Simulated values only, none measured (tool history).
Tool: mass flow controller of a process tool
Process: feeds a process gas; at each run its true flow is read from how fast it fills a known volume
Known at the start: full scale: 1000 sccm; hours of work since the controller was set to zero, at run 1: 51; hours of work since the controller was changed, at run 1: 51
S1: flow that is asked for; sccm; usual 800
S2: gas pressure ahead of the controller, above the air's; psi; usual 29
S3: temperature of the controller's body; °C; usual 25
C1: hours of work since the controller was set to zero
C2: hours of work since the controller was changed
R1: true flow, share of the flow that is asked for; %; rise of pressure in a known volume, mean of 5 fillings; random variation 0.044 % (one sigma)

| run | day | S1 | S2 | S3 | C1 | C2 | R1 |
|---|---|---|---|---|---|---|---|
| 1 | 0 | 800 | 29 | 25 | 51 | 51 | 99.71 |
| 2 | 9.404 | 800 | 29 | 25 | 208 | 208 | 99.72 |
| 3 | 14.171 | 800 | 29 | 25 | 287 | 287 | 99.81 |
| 4 | 24.825 | 800 | 34.4 | 25 | 465 | 465 | 100.04 |
| 5 | 29.608 | 227 | 29 | 25 | 544 | 544 | 98.89 |
| 6 | 38.717 | 227 | 29 | 25 | 696 | 696 | 99.01 |
| 7 | 48.188 | 227 | 29 | 25 | 854 | 854 | 99.14 |
| 8 | 57.358 | 227 | 29 | 25 | 1007 | 1007 | 99.24 |
| 9 | 62.762 | 227 | 29 | 25 | 1097 | 1097 | 99.34 |
| 10 | 73.375 | 712 | 29 | 25 | 1274 | 1274 | 100.45 |
| 11 | 83.079 | 712 | 29 | 25 | 1436 | 1436 | 100.64 |
| 12 | 90.229 | 712 | 29 | 25 | 1555 | 1555 | 100.59 |
| 13 | 99.554 | 218 | 37.4 | 23 | 1710 | 1710 | 99.77 |
| 14 | 104.579 | 218 | 37.4 | 23 | 1794 | 1794 | 99.78 |
| 15 | 110.371 | 218 | 37.4 | 31 | 1891 | 1891 | 100.53 |
| 16 | 118.433 | 218 | 37.4 | 31 | 2025 | 2025 | 100.6 |
| 17 | 129.338 | 448 | 31.2 | 25 | 2207 | 2207 | 100.62 |
| 18 | 137.508 | 448 | 31.2 | 25 | 2343 | 2343 | 100.87 |
| 19 | 144.042 | 129 | 40.5 | 38 | 2452 | 2452 | 101.52 |
| 20 | 152.846 | 800 | 33.5 | 22 | 2599 | 2599 | 101.48 |
| 21 | 157.517 | 435 | 25.7 | 22 | 2676 | 2676 | 100.68 |
| 22 | 162.467 | 412 | 29 | 25 | 2759 | 2759 | 100.98 |
| 23 | 170.433 | 405 | 24.8 | 22 | 2892 | 2892 | 100.69 |
| 24 | 175.654 | 405 | 26.5 | 25 | 2979 | 2979 | 101.1 |

Forecast each of these 5 alternatives for the next run:
|  | 178.95 | gauge calibrated |
| A | 186.375 | 148 | 27.1 | 22 | 3157 | 3157 | ? |
|  | 178.95 | gauge calibrated |
| B | 186.375 | 108 | 29 | 27 | 3157 | 3157 | ? |
|  | 178.95 | gauge calibrated |
| C | 186.375 | 353 | 29 | 25 | 3157 | 3157 | ? |
|  | 178.95 | gauge calibrated |
| D | 186.375 | 405 | 22.9 | 25 | 3157 | 3157 | ? |
|  | 178.95 | gauge calibrated |
| E | 186.375 | 632 | 35 | 37 | 3157 | 3157 | ? |

| run | R1 |
|---|---|
| A | 98.21 |
| B | 98.51 |
| C | 98.93 |
| D | 98.96 |
| E | 100.48 |
Without the tool's hidden state the same runs would have given:
| run | R1 |
|---|---|
| A | 98.12 |
| B | 98.42 |
| C | 98.84 |
| D | 98.87 |
| E | 100.38 |
